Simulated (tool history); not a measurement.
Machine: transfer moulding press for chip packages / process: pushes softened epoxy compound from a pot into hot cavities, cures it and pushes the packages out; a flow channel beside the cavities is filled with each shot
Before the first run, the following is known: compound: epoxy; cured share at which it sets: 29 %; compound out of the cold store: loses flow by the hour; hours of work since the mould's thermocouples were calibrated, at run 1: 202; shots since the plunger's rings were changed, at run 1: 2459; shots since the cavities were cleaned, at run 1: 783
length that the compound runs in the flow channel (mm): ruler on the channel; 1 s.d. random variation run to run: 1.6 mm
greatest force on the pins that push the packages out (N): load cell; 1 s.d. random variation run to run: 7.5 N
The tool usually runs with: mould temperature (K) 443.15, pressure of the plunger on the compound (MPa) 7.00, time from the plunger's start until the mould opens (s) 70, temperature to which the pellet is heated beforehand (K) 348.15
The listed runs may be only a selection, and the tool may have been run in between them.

| run | hour | mould temperature (K) | pressure of the plunger on the compound (MPa) | time from the plunger's start until the mould opens (s) | temperature to which the pellet is heated beforehand (K) | hours of work since the mould's thermocouples were calibrated | shots since the plunger's rings were changed | shots since the cavities were cleaned | incoming compound's hours out of the cold store | length that the compound runs in the flow channel (mm) | greatest force on the pins that push the packages out (N) |
|---|---|---|---|---|---|---|---|---|---|---|---|
| 1 | 0.0 | 443.15 | 7.00 | 70 | 348.15 | 202 | 2459 | 783 | 17.9 | 908 | 600 |
|  | 27.7 | cavities cleaned with cleaning compound and waxed |
| 2 | 67.2 | 443.15 | 8.09 | 70 | 348.15 | 242 | 3315 | 515 | 18.1 | 966 | 547 |
|  | 80.4 | plunger's sealing rings changed |
|  | 117.9 | cavities cleaned with cleaning compound and waxed |
| 3 | 132.0 | 443.15 | 8.09 | 70 | 348.15 | 278 | 653 | 183 | 44.3 | 877 | 406 |
| 4 | 191.5 | 443.15 | 8.09 | 70 | 348.15 | 314 | 1428 | 958 | 47.6 | 855 | 585 |
|  | 208.8 | cavities cleaned with cleaning compound and waxed |
| 5 | 227.8 | 443.15 | 7.00 | 70 | 348.15 | 334 | 1882 | 248 | 18.5 | 909 | 470 |
| 6 | 263.0 | 443.15 | 7.00 | 70 | 348.15 | 355 | 2341 | 707 | 35.4 | 837 | 548 |
|  | 300.2 | cavities cleaned with cleaning compound and waxed |
| 7 | 318.6 | 443.15 | 6.33 | 70 | 340.15 | 388 | 3046 | 241 | 40.3 | 774 | 455 |
|  | 353.3 | plunger's sealing rings changed |
| 8 | 377.4 | 443.15 | 7.45 | 67 | 348.15 | 421 | 313 | 973 | 43.6 | 847 | 656 |
|  | 390.3 | cavities cleaned with cleaning compound and waxed |
| 9 | 427.8 | 443.15 | 7.45 | 67 | 348.15 | 451 | 952 | 489 | 38.5 | 860 | 593 |

Forecast run 10:
| 10 | 455.6 | 443.15 | 7.45 | 67 | 348.15 | 467 | 1313 | 850 | 24.2 | ? | ? |

{"run 10": {"length that the compound runs in the flow channel (mm)": 918, "greatest force on the pins that push the packages out (N)": 695}}
Minus the tool's unlogged condition, the same run would have read length that the compound runs in the flow channel (mm) 928, greatest force on the pins that push the packages out (N) 357.

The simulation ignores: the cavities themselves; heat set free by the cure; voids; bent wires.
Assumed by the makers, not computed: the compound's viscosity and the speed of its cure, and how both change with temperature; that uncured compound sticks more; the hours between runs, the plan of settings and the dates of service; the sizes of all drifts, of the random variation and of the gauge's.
